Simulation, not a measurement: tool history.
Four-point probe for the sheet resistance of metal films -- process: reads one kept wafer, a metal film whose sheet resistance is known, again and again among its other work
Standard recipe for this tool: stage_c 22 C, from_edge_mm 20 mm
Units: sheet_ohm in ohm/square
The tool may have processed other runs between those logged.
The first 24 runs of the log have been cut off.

run    hour  stage_c  from_edge_mm  touches since the probe head was changed  hours of work since the stage's thermometer was calibrated  sheet_ohm
 25   854.9       28             8                                     66633                                                          64   8.564067
 26   903.2       34             3                                     67932                                                          90   9.187943
 27   924.8       34            20                                     68514                                                         101   8.468793
 28   962.8       25            20                                     69535                                                         121   8.469945
      994.3  -- stage's thermometer calibrated, once more
 29  1013.5       25            20                                     70887                                                          10   8.453594
 30  1053.7       25            20                                     71968                                                          31   8.452710
 31  1104.2       19            45                                     73328                                                          58   8.438564
 32  1127.4       19            53                                     73951                                                          70   8.436054
 33  1176.3       29            10                                     75268                                                          96   8.506607
 34  1198.5       29            10                                     75867                                                         108   8.511510
 35  1235.9       33             4                                     76872                                                         127   8.868054
 36  1271.9       29             4                                     77841                                                         146   8.868113
 37  1305.2       21            69                                     78738                                                         164   8.435254
 38  1351.6       30            28                                     79987                                                         188   8.441124
 39  1394.9       30            28                                     81153                                                         211   8.442677
 40  1424.6       30            28                                     81951                                                         227   8.441111
 41  1451.1       24            11                                     82664                                                         241   8.493936
 42  1475.3       24            11                                     83316                                                         253   8.494033
 43  1515.4       29            55                                     84395                                                         274   8.437860
 44  1543.0       29            65                                     85140                                                         289   8.437335
 45  1571.0       29            15                                     85892                                                         304   8.465021

Forecast each of these 4 alternatives for the next run:
  A  1619.7       34            49                                     87204                                                         329          ?
  B  1619.7       23            34                                     87204                                                         329          ?
  C  1619.7       29            15                                     87204                                                         329          ?
  D  1619.7       28            15                                     87204                                                         329          ?

run  sheet_ohm
  A   8.436437
  B   8.440405
  C   8.468965
  D   8.464491
Without the tool's unlogged condition, the same runs would have read:
run  sheet_ohm
  A   8.461406
  B   8.465355
  C   8.494010
  D   8.489520
